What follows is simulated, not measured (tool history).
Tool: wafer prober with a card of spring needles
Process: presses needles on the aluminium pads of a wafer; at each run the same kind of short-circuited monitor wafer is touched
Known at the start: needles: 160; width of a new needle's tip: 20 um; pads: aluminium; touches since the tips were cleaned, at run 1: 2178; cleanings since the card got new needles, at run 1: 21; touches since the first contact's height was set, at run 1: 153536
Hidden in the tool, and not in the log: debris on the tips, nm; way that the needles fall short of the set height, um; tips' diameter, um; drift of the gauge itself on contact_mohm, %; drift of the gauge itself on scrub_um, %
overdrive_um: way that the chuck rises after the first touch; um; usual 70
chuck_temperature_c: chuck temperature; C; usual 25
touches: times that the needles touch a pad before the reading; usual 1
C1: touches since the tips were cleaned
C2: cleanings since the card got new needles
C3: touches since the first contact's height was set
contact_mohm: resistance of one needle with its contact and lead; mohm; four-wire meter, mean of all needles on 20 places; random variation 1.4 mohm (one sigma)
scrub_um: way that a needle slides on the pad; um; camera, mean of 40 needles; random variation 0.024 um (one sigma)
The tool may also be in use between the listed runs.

Run 1, hour 0.0: usual settings; C1 2178; C2 21; C3 153536. Result: contact_mohm 143 mohm, scrub_um 9.41 um.
At hour 10.0: tips cleaned on abrasive film.
At hour 27.7: tips cleaned on abrasive film.
Run 2, hour 30.0: usual settings; C1 940; C2 23; C3 166119. Result: contact_mohm 136 mohm, scrub_um 9.36 um.
At hour 40.5: height of the first contact set anew.
At hour 45.0: tips cleaned on abrasive film.
Run 3, hour 54.6: usual settings; C1 4084; C2 24; C3 5926. Result: contact_mohm 146 mohm, scrub_um 9.47 um.
At hour 61.1: tips cleaned on abrasive film.
Run 4, hour 69.6: usual settings; C1 3589; C2 25; C3 12213. Result: contact_mohm 146 mohm, scrub_um 9.52 um.
At hour 78.7: tips cleaned on abrasive film.
Run 5, hour 92.5: usual settings; C1 5856; C2 26; C3 21866. Result: contact_mohm 150 mohm, scrub_um 9.46 um.
At hour 95.8: tips cleaned on abrasive film.
At hour 111.3: tips cleaned on abrasive film.
Run 6, hour 116.9: usual settings but overdrive_um 56 um; C1 2362; C2 28; C3 32067. Result: contact_mohm 158 mohm, scrub_um 7.60 um.
At hour 126.5: tips cleaned on abrasive film.
Run 7, hour 131.3: usual settings but overdrive_um 56 um; C1 2038; C2 29; C3 38117. Result: contact_mohm 152 mohm, scrub_um 7.53 um.
At hour 142.0: tips cleaned on abrasive film.
At hour 149.7: tips cleaned on abrasive film, once more.
At hour 164.9: tips cleaned on abrasive film.
Run 8, hour 164.9: usual settings but overdrive_um 56 um; C1 0; C2 32; C3 52220. Result: contact_mohm 136 mohm, scrub_um 7.54 um.
At hour 180.6: tips cleaned on abrasive film.
At hour 195.9: tips cleaned on abrasive film.
Run 9, hour 196.2: usual settings but overdrive_um 56 um; C1 109; C2 34; C3 65348. Result: contact_mohm 138 mohm, scrub_um 7.54 um.
At hour 213.5: tips cleaned on abrasive film.
Run 10, hour 227.2: usual settings but overdrive_um 56 um; C1 5783; C2 35; C3 78409. Result: contact_mohm 166 mohm, scrub_um 7.48 um.
At hour 229.8: tips cleaned on abrasive film.
Run 11, hour 244.7: usual settings but overdrive_um 56 um; C1 6307; C2 36; C3 85763. Result: contact_mohm 170 mohm, scrub_um 7.55 um.
At hour 248.0: tips cleaned on abrasive film.
At hour 264.3: tips cleaned on abrasive film.
Run 12, hour 267.7: usual settings but overdrive_um 56 um, chuck_temperature_c 117 C; C1 1466; C2 38; C3 95416. Result: contact_mohm 165 mohm, scrub_um 7.49 um.
At hour 281.4: tips cleaned on abrasive film.
Run 13, hour 284.7: usual settings but chuck_temperature_c 78 C; C1 1400; C2 39; C3 102550. Result: contact_mohm 148 mohm, scrub_um 9.40 um.
At hour 297.4: tips cleaned on abrasive film.
At hour 314.0: tips cleaned on abrasive film.
Run 14, hour 314.0: usual settings but chuck_temperature_c 78 C; C1 0; C2 41; C3 114847. Result: contact_mohm 135 mohm, scrub_um 9.39 um.
At hour 329.4: tips cleaned on abrasive film.
Run 15, hour 329.4: usual settings but chuck_temperature_c 78 C; C1 0; C2 42; C3 121331. Result: contact_mohm 137 mohm, scrub_um 9.38 um.
At hour 344.7: tips cleaned on abrasive film.
Run 16, hour 349.0: usual settings but touches 2; C1 1819; C2 43; C3 129567. Result: contact_mohm 137 mohm, scrub_um 9.39 um.
At hour 359.9: tips cleaned on abrasive film.
Run 17, hour 370.4: usual settings but chuck_temperature_c 119 C; C1 4438; C2 44; C3 138561. Result: contact_mohm 165 mohm, scrub_um 9.36 um.
At hour 377.1: tips cleaned on abrasive film.
At hour 394.1: tips cleaned on abrasive film.
Run 18, hour 403.0: usual settings but overdrive_um 56 um, chuck_temperature_c 34 C; C1 3750; C2 46; C3 152265. Result: contact_mohm 169 mohm, scrub_um 7.47 um.
At hour 410.6: tips cleaned on abrasive film.
At hour 426.3: tips cleaned on abrasive film.
Run 19, hour 436.1: usual settings but chuck_temperature_c 53 C, touches 2; C1 4158; C2 48; C3 166175. Result: contact_mohm 144 mohm, scrub_um 9.37 um.
At hour 441.5: tips cleaned on abrasive film.
At hour 447.6: height of the first contact set anew.
Run 20, hour 450.7: usual settings but overdrive_um 58 um, chuck_temperature_c 42 C; C1 3749; C2 49; C3 1321. Result: contact_mohm 164 mohm, scrub_um 7.91 um.
At hour 458.0: tips cleaned on abrasive film.
At hour 473.3: tips cleaned on abrasive film.
Run 21, hour 482.3: usual settings but overdrive_um 69 um; C1 3819; C2 51; C3 14602. Result: contact_mohm 151 mohm, scrub_um 9.36 um.
At hour 489.5: tips cleaned on abrasive film.
At hour 505.4: tips cleaned on abrasive film.
Run 22, hour 516.0: usual settings but overdrive_um 69 um; C1 4465; C2 53; C3 28762. Result: contact_mohm 149 mohm, scrub_um 9.35 um.
At hour 521.1: tips cleaned on abrasive film.
Run 23, hour 531.3: usual settings but overdrive_um 72 um, chuck_temperature_c 45 C; C1 4323; C2 54; C3 35191. Result: contact_mohm 149 mohm, scrub_um 9.76 um.
At hour 536.4: tips cleaned on abrasive film.
At hour 552.5: tips cleaned on abrasive film.
Run 24, hour 561.2: usual settings but chuck_temperature_c 46 C, touches 3; C1 3661; C2 56; C3 47743. Result: contact_mohm 137 mohm, scrub_um 9.51 um.
At hour 569.0: tips cleaned on abrasive film.
At hour 584.7: tips cleaned on abrasive film.
Run 25, hour 595.0: usual settings but overdrive_um 82 um, chuck_temperature_c 78 C; C1 4344; C2 58; C3 61951. Result: contact_mohm 149 mohm, scrub_um 11.09 um.
At hour 601.9: tips cleaned on abrasive film.
Run 26, hour 614.4: usual settings but overdrive_um 82 um, chuck_temperature_c 74 C; C1 5294; C2 59; C3 70121. Result: contact_mohm 148 mohm, scrub_um 11.07 um.
At hour 618.4: tips cleaned on abrasive film.
At hour 634.8: tips cleaned on abrasive film.
Run 27, hour 636.1: usual settings but overdrive_um 82 um, chuck_temperature_c 74 C; C1 520; C2 61; C3 79182. Result: contact_mohm 137 mohm, scrub_um 11.06 um.
At hour 650.7: tips cleaned on abrasive film.
Run 28, hour 662.1: usual settings but overdrive_um 78 um, chuck_temperature_c 37 C; C1 4814; C2 62; C3 90157. Result: contact_mohm 148 mohm, scrub_um 10.53 um.
At hour 667.8: tips cleaned on abrasive film.
Run 29, hour 679.3: usual settings but overdrive_um 78 um, chuck_temperature_c 37 C; C1 4858; C2 63; C3 97374. Result: contact_mohm 148 mohm, scrub_um 10.51 um.
At hour 684.0: tips cleaned on abrasive film.
At hour 700.8: tips cleaned on abrasive film.
Run 30, hour 703.5: usual settings but overdrive_um 55 um, chuck_temperature_c 65 C, touches 2; C1 1151; C2 65; C3 107527. Result: contact_mohm 149 mohm, scrub_um 7.36 um.
At hour 716.8: tips cleaned on abrasive film.
Run 31, hour 719.7: usual settings but overdrive_um 61 um, chuck_temperature_c 65 C, touches 2; C1 1212; C2 66; C3 114316. Result: contact_mohm 147 mohm, scrub_um 8.21 um.
At hour 733.6: tips cleaned on abrasive film.
Run 32, hour 733.6: usual settings but overdrive_um 68 um, chuck_temperature_c 68 C, touches 2; C1 0; C2 67; C3 120153. Result: contact_mohm 137 mohm, scrub_um 9.12 um.

Measured less the same run without the tool's hidden state. The same run-to-run variation is in both; the gauge's scatter may not be:
run  contact_mohm  scrub_um
  1           +17     -0.14
  2           +12     -0.16
  3           +21     -0.01
  4           +20     -0.01
  5           +24     -0.02
  6           +27     -0.03
  7           +23     -0.04
  8            +5     -0.06
  9            +5     -0.08
 10           +37     -0.09
 11           +38     -0.09
 12           +18     -0.11
 13           +13     -0.11
 14            +2     -0.13
 15            +3     -0.14
 16           +10     -0.14
 17           +21     -0.15
 18           +35     -0.16
 19           +14     -0.18
 20           +31     +0.00
 21           +24     -0.01
 22           +23     -0.03
 23           +22     -0.04
 24            +9     -0.05
 25           +17     -0.07
 26           +18     -0.07
 27            +6     -0.08
 28           +20     -0.10
 29           +21     -0.10
 30           +12     -0.11
 31           +12     -0.12
 32            +3     -0.12

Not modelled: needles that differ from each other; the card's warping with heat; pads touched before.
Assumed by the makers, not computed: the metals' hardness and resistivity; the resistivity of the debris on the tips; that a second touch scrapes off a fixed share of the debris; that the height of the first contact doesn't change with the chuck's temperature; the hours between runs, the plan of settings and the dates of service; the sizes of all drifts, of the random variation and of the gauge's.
